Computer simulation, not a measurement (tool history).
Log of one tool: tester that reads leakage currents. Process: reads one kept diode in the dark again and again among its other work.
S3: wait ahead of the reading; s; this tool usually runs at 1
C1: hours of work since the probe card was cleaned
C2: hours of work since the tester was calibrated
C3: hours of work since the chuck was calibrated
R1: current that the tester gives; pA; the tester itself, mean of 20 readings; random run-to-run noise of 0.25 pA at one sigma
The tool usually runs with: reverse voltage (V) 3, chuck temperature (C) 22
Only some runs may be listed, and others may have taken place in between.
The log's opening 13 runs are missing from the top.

Run 14, hour 1201.6: usual settings but S3 4.67 s; C1 123; C2 2317; C3 592. Result: R1 87.17 pA.
Run 15, hour 1276.4: usual settings but S3 4.67 s; C1 171; C2 2365; C3 641. Result: R1 87.79 pA.
Run 16, hour 1375.7: usual settings but reverse voltage (V) 1.97; C1 235; C2 2429; C3 705. Result: R1 72.02 pA.
At hour 1491: probe card cleaned and baked, once more.
Run 17, hour 1491: usual settings but reverse voltage (V) 1.97; C1 0; C2 2502; C3 777. Result: R1 70.98 pA.
Run 18, hour 1548.3: usual settings but chuck temperature (C) 25; C1 37; C2 2539; C3 814. Result: R1 117.71 pA.
At hour 1576.3: tester calibrated.
Run 19, hour 1603.2: usual settings; C1 71; C2 17; C3 849. Result: R1 86.91 pA.
Run 20, hour 1720.3: usual settings but reverse voltage (V) 12.73; C1 147; C2 93; C3 924. Result: R1 180.47 pA.
Run 21, hour 1776.8: usual settings but reverse voltage (V) 12.73; C1 183; C2 130; C3 961. Result: R1 180.27 pA.
Run 22, hour 1844.3: usual settings but chuck temperature (C) 47; C1 227; C2 173; C3 1004. Result: R1 851.49 pA.
Run 23, hour 1927.9: usual settings but reverse voltage (V) 3.65, chuck temperature (C) 56, S3 1.4 s; C1 281; C2 227; C3 1058. Result: R1 1978.79 pA.

Run 24 is up next; what results do you expect?
Run 24, hour 2017.5: usual settings but reverse voltage (V) 3.65, chuck temperature (C) 44, S3 1.48 s; C1 339; C2 285; C3 1116. Result: R1 ?.

Run 24 produced R1 738.29 pA.
Had the tool carried no hidden state, the very same run would have given R1 681.34 pA.
